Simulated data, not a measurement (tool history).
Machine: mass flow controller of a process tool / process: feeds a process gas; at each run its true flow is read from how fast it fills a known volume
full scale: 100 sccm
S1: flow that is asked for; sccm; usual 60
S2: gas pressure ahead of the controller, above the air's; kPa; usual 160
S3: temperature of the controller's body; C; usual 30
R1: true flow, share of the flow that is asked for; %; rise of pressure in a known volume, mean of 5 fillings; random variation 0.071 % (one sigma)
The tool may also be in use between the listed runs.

run 1 hour=0.0 | S1=60 S2=160 S3=30 | R1=100.27
run 2 hour=71.0 | S1=67 S2=160 S3=30 | R1=100.23
run 3 hour=172.5 | S1=52 S2=160 S3=30 | R1=100.27
run 4 hour=257.4 | S1=52 S2=160 S3=30 | R1=100.28
run 5 hour=318.4 | S1=60 S2=170 S3=30 | R1=100.16
run 6 hour=410.8 | S1=60 S2=160 S3=30 | R1=100.21
run 7 hour=519.8 | S1=60 S2=160 S3=30 | R1=100.28
run 8 hour=600.5 | S1=60 S2=160 S3=30 | R1=100.27
run 9 hour=662.8 | S1=60 S2=160 S3=30 | R1=100.25
run 10 hour=763.1 | S1=60 S2=160 S3=30 | R1=100.24
run 11 hour=891.5 | S1=60 S2=160 S3=22 | R1=99.75
run 12 hour=987.7 | S1=60 S2=160 S3=22 | R1=99.80
run 13 hour=1067.7 | S1=60 S2=207 S3=22 | R1=99.46
run 14 hour=1182.1 | S1=60 S2=160 S3=30 | R1=100.17
run 15 hour=1281.4 | S1=60 S2=160 S3=30 | R1=100.25
run 16 hour=1413.0 | S1=60 S2=208 S3=30 | R1=100.16
run 17 hour=1470.4 | S1=60 S2=208 S3=30 | R1=100.14
run 18 hour=1588.1 | S1=60 S2=208 S3=30 | R1=100.05
run 19 hour=1656.1 | S1=47 S2=160 S3=28 | R1=100.08
run 20 hour=1741.1 | S1=47 S2=160 S3=28 | R1=100.16
run 21 hour=1862.3 | S1=47 S2=160 S3=28 | R1=100.12
run 22 hour=1918.5 | S1=47 S2=160 S3=28 | R1=100.14
run 23 hour=1976.8 | S1=60 S2=222 S3=35 | R1=100.32
run 24 hour=2061.7 | S1=60 S2=234 S3=24 | R1=99.44
run 25 hour=2181.6 | S1=60 S2=234 S3=24 | R1=99.59
run 26 hour=2259.5 | S1=13 S2=280 S3=29 | R1=99.28
run 27 hour=2371.3 | S1=13 S2=280 S3=29 | R1=99.21
run 28 hour=2449.1 | S1=13 S2=280 S3=29 | R1=99.29
run 29 hour=2533.6 | S1=19 S2=160 S3=34 | R1=100.40
run 30 hour=2664.2 | S1=49 S2=235 S3=37 | R1=100.28
run 31 hour=2784.1 | S1=21 S2=235 S3=40 | R1=100.31
run 32 hour=2880.4 | S1=10 S2=160 S3=24 | R1=99.56
run 33 hour=2989.6 | S1=60 S2=200 S3=30 | R1=100.10
run 34 hour=3056.6 | S1=44 S2=228 S3=31 | R1=99.83

4 options for the next run, each taken on its own from the tool as it stands now. Forecast them:
run A hour=3161.2 | S1=16 S2=145 S3=29 | R1=?
run B hour=3161.2 | S1=34 S2=238 S3=30 | R1=?
run C hour=3161.2 | S1=22 S2=160 S3=30 | R1=?
run D hour=3161.2 | S1=10 S2=144 S3=31 | R1=?

run=A R1=100.07
run=B R1=99.78
run=C R1=100.13
run=D R1=100.11
Take away the tool's hidden state, keep each run's random variation, and the runs would have read:
run=A R1=100.07
run=B R1=99.78
run=C R1=100.12
run=D R1=100.10

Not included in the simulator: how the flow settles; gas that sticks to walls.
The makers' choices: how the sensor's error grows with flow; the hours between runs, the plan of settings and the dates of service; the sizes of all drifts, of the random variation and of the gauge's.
